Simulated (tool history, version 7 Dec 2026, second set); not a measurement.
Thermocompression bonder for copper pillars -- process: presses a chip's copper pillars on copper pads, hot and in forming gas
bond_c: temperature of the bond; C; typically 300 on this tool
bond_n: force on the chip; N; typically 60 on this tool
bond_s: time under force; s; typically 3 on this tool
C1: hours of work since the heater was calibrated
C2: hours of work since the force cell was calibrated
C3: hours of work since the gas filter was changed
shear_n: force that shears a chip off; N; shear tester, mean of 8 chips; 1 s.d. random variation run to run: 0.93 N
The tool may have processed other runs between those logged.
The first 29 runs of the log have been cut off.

Run 30, hour 235.6: usual settings but bond_c 279 C, bond_n 55 N, bond_s 2 s; C1 469; C2 410; C3 289. Result: shear_n 48.0 N.
Run 31, hour 244.7: usual settings but bond_c 279 C, bond_n 55 N, bond_s 2 s; C1 475; C2 416; C3 295. Result: shear_n 48.5 N.
Run 32, hour 255.8: usual settings but bond_c 311 C, bond_n 81 N; C1 482; C2 423; C3 302. Result: shear_n 97.7 N.
Run 33, hour 265.7: usual settings but bond_c 289 C; C1 488; C2 429; C3 308. Result: shear_n 70.4 N.
Run 34, hour 273.2: usual settings but bond_c 289 C; C1 493; C2 434; C3 313. Result: shear_n 68.1 N.
Run 35, hour 281.6: usual settings but bond_c 309 C, bond_s 2 s; C1 498; C2 439; C3 318. Result: shear_n 76.3 N.
Run 36, hour 290.7: usual settings but bond_c 309 C, bond_s 2 s; C1 504; C2 445; C3 324. Result: shear_n 75.7 N.
Run 37, hour 297.4: usual settings but bond_c 299 C; C1 508; C2 449; C3 328. Result: shear_n 75.4 N.

Here are 4 independent what-if runs from the current tool condition. What would each one return?
Run A, hour 302.5: usual settings but bond_c 296 C, bond_n 62 N; C1 511; C2 452; C3 331. Result: shear_n ?.
Run B, hour 302.5: usual settings but bond_c 299 C, bond_n 48 N; C1 511; C2 452; C3 331. Result: shear_n ?.
Run C, hour 302.5: usual settings but bond_c 287 C, bond_s 6 s; C1 511; C2 452; C3 331. Result: shear_n ?.
Run D, hour 302.5: usual settings but bond_c 288 C, bond_s 9 s; C1 511; C2 452; C3 331. Result: shear_n ?.

run  shear_n
  A     76.1
  B     67.8
  C     84.3
  D     97.0
With no hidden state in the tool, these same runs would have given:
run  shear_n
  A     76.5
  B     68.1
  C     84.7
  D     97.5

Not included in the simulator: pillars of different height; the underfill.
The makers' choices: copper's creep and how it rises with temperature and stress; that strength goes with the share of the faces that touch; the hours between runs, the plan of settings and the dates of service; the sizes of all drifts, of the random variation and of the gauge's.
